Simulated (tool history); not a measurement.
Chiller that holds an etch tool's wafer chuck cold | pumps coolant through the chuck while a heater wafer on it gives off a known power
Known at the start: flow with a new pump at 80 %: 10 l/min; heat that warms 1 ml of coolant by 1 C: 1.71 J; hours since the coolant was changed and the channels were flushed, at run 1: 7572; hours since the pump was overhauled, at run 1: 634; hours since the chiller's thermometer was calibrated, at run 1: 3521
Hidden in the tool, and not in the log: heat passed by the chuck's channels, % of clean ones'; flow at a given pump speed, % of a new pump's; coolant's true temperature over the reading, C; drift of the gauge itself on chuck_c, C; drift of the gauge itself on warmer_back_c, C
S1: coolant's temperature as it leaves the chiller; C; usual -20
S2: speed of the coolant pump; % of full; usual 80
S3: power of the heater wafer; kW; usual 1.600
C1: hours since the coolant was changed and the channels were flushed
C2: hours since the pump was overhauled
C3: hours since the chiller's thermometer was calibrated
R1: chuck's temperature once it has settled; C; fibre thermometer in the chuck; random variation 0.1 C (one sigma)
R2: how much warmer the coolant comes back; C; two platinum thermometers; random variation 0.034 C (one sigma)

{"run": 1, "day": 0.0, "S1": -20, "S2": 80, "S3": 1.6, "C1": 7572, "C2": 634, "C3": 3521, "R1": -1.3, "R2": 5.75}
{"run": 2, "day": 5.071, "S1": -20, "S2": 80, "S3": 1.6, "C1": 7693, "C2": 756, "C3": 3643, "R1": -1.3, "R2": 5.81}
{"run": 3, "day": 10.508, "S1": -20, "S2": 80, "S3": 1.029, "C1": 7824, "C2": 886, "C3": 3774, "R1": -8.0, "R2": 3.7}
{"day": 13.446, "done": "coolant changed, channels flushed"}
{"run": 4, "day": 19.567, "S1": -20, "S2": 63, "S3": 1.6, "C1": 147, "C2": 1097, "C3": 3985, "R1": 0.4, "R2": 7.32}
{"run": 5, "day": 24.008, "S1": -21, "S2": 80, "S3": 1.6, "C1": 254, "C2": 1204, "C3": 4092, "R1": -3.6, "R2": 5.73}
{"run": 6, "day": 28.292, "S1": -21, "S2": 80, "S3": 1.6, "C1": 356, "C2": 1307, "C3": 4194, "R1": -3.7, "R2": 5.83}
{"run": 7, "day": 34.121, "S1": -20, "S2": 80, "S3": 1.599, "C1": 496, "C2": 1447, "C3": 4334, "R1": -2.6, "R2": 5.75}
{"run": 8, "day": 43.2, "S1": -20, "S2": 80, "S3": 1.599, "C1": 714, "C2": 1665, "C3": 4552, "R1": -2.6, "R2": 5.85}

The next listed run, before its measurement:
{"run": 9, "day": 52.554, "S1": -20, "S2": 97, "S3": 0.975, "C1": 939, "C2": 1889, "C3": 4777, "R1": "?", "R2": "?"}

{"run 9": {"R1": -10.7, "R2": 3.03}}
Without the tool's hidden state the same run would have given R1 -10.9 C, R2 2.91 C.
